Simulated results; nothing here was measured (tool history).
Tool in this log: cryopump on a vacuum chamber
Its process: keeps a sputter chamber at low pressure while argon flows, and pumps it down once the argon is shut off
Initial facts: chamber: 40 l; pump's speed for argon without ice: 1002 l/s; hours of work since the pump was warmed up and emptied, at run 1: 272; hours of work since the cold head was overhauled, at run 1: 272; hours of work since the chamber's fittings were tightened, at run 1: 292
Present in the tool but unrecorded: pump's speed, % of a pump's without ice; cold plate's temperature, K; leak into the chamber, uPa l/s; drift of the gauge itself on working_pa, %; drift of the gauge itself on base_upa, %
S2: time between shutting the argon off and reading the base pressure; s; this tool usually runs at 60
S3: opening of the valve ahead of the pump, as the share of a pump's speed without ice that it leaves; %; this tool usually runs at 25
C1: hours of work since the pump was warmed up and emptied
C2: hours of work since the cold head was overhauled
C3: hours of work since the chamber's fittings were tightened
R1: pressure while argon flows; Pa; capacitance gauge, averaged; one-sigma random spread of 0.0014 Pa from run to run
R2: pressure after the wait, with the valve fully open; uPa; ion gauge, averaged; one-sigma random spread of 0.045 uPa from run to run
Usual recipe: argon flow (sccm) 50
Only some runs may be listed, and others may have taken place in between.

Run 1, hour 0: usual settings; C1 272; C2 272; C3 292. Result: R1 0.3461 Pa, R2 3.42 uPa.
Run 2, hour 22.1: usual settings but S2 106 s; C1 288; C2 288; C3 308. Result: R1 0.3449 Pa, R2 2.44 uPa.
Run 3, hour 34: usual settings but S2 106 s; C1 297; C2 297; C3 317. Result: R1 0.3457 Pa, R2 2.46 uPa.
Run 4, hour 49.3: usual settings but S2 106 s; C1 309; C2 309; C3 329. Result: R1 0.345 Pa, R2 2.46 uPa.
Run 5, hour 63.4: usual settings but S2 106 s; C1 319; C2 319; C3 339. Result: R1 0.3496 Pa, R2 2.48 uPa.
Run 6, hour 81.5: usual settings but S2 29 s; C1 333; C2 333; C3 353. Result: R1 0.348 Pa, R2 6.24 uPa.
Run 7, hour 98.6: usual settings but S2 29 s; C1 346; C2 346; C3 366. Result: R1 0.3483 Pa, R2 6.18 uPa.
Run 8, hour 109: usual settings but S2 29 s; C1 353; C2 353; C3 373. Result: R1 0.3487 Pa, R2 6.32 uPa.
Run 9, hour 126.3: usual settings but S2 29 s; C1 366; C2 366; C3 386. Result: R1 0.3511 Pa, R2 6.26 uPa.
Run 10, hour 145.8: usual settings but S2 29 s; C1 381; C2 381; C3 401. Result: R1 0.3497 Pa, R2 6.32 uPa.
Run 11, hour 165.6: usual settings but S2 29 s; C1 396; C2 396; C3 416. Result: R1 0.3523 Pa, R2 6.28 uPa.
Run 12, hour 188: usual settings; C1 413; C2 413; C3 433. Result: R1 0.3505 Pa, R2 3.78 uPa.
Run 13, hour 212.8: usual settings; C1 431; C2 431; C3 451. Result: R1 0.3504 Pa, R2 3.99 uPa.
Run 14, hour 224.3: usual settings but argon flow (sccm) 77; C1 440; C2 440; C3 460. Result: R1 0.5435 Pa, R2 3.85 uPa.
Run 15, hour 241.3: usual settings but argon flow (sccm) 49; C1 452; C2 452; C3 472. Result: R1 0.3483 Pa, R2 3.95 uPa.
Run 16, hour 257.9: usual settings but argon flow (sccm) 49; C1 465; C2 465; C3 485. Result: R1 0.3476 Pa, R2 3.97 uPa.
Run 17, hour 272.6: usual settings; C1 476; C2 476; C3 496. Result: R1 0.3545 Pa, R2 3.98 uPa.
Run 18, hour 292.4: usual settings; C1 491; C2 491; C3 511. Result: R1 0.3543 Pa, R2 4.08 uPa.
Run 19, hour 310.2: usual settings but argon flow (sccm) 65; C1 504; C2 504; C3 524. Result: R1 0.4593 Pa, R2 4.19 uPa.
Run 20, hour 329.5: usual settings but argon flow (sccm) 27, S2 21 s, S3 53 %; C1 518; C2 518; C3 538. Result: R1 0.0961 Pa, R2 8.58 uPa.
Run 21, hour 349.7: usual settings but argon flow (sccm) 46, S2 32 s; C1 534; C2 534; C3 554. Result: R1 0.3278 Pa, R2 6.37 uPa.
Run 22, hour 361.2: usual settings but argon flow (sccm) 46, S2 178 s, S3 41 %; C1 542; C2 542; C3 562. Result: R1 0.2082 Pa, R2 2.59 uPa.
Run 23, hour 385.8: usual settings but argon flow (sccm) 46, S2 186 s, S3 35 %; C1 561; C2 561; C3 581. Result: R1 0.2397 Pa, R2 2.69 uPa.
Run 24, hour 410.7: usual settings but argon flow (sccm) 21, S2 90 s, S3 56 %; C1 579; C2 579; C3 599. Result: R1 0.0719 Pa, R2 3.49 uPa.
Run 25, hour 423.5: usual settings but argon flow (sccm) 72, S3 15 %; C1 589; C2 589; C3 609. Result: R1 0.845 Pa, R2 4.39 uPa.
Run 26, hour 435.4: usual settings but argon flow (sccm) 72, S3 15 %; C1 598; C2 598; C3 618. Result: R1 0.8375 Pa, R2 4.35 uPa.
Run 27, hour 455.3: usual settings but argon flow (sccm) 72, S2 55 s, S3 15 %; C1 613; C2 613; C3 633. Result: R1 0.85 Pa, R2 4.58 uPa.
Run 28, hour 477.6: usual settings but argon flow (sccm) 77, S3 32 %; C1 629; C2 629; C3 649. Result: R1 0.4441 Pa, R2 4.61 uPa.
Run 29, hour 491.5: usual settings but argon flow (sccm) 31, S2 74 s, S3 23 %; C1 640; C2 640; C3 660. Result: R1 0.2394 Pa, R2 4.13 uPa.
Run 30, hour 508.2: usual settings but argon flow (sccm) 40, S2 29 s; C1 652; C2 652; C3 672. Result: R1 0.2909 Pa, R2 7.02 uPa.
At hour 524.9: pump warmed up, emptied and cooled again.
Run 31, hour 529.7: usual settings but argon flow (sccm) 40, S2 29 s; C1 4; C2 665; C3 685. Result: R1 0.2704 Pa, R2 6.87 uPa.
Run 32, hour 545.6: usual settings but argon flow (sccm) 40, S2 29 s; C1 15; C2 676; C3 696. Result: R1 0.2702 Pa, R2 6.8 uPa.
Run 33, hour 566.2: usual settings but argon flow (sccm) 59, S3 21 %; C1 31; C2 692; C3 712. Result: R1 0.4775 Pa, R2 4.13 uPa.

Selected run-to-run steps in R1, each split into two signed amounts: the part the tool would show with no hidden state at all (from settings, incoming material and random variation), and the remainder, which goes to the hidden state together with any gauge scatter not common to the measured and the hidden-state-free results:
Run 19 -> 20: argon flow (sccm) 65 -> 27, S2 60 -> 21, S3 25 -> 53. R1 -0.3632 Pa: hidden state -0.0135, all else -0.3497.
Run 24 -> 25: argon flow (sccm) 21 -> 72, S2 90 -> 60, S3 56 -> 15. R1 +0.7731 Pa: hidden state +0.0231, all else +0.75.
Run 27 -> 28: argon flow (sccm) 72 -> 77, S2 55 -> 60, S3 15 -> 32. R1 -0.4059 Pa: hidden state +0.0035, all else -0.4094.
Run 28 -> 29: argon flow (sccm) 77 -> 31, S2 60 -> 74, S3 32 -> 23. R1 -0.2047 Pa: hidden state -0.0223, all else -0.1824.
Run 30 -> 31: pump warmed up, emptied and cooled again. R1 -0.0205 Pa: hidden state -0.0193, all else -0.0012.
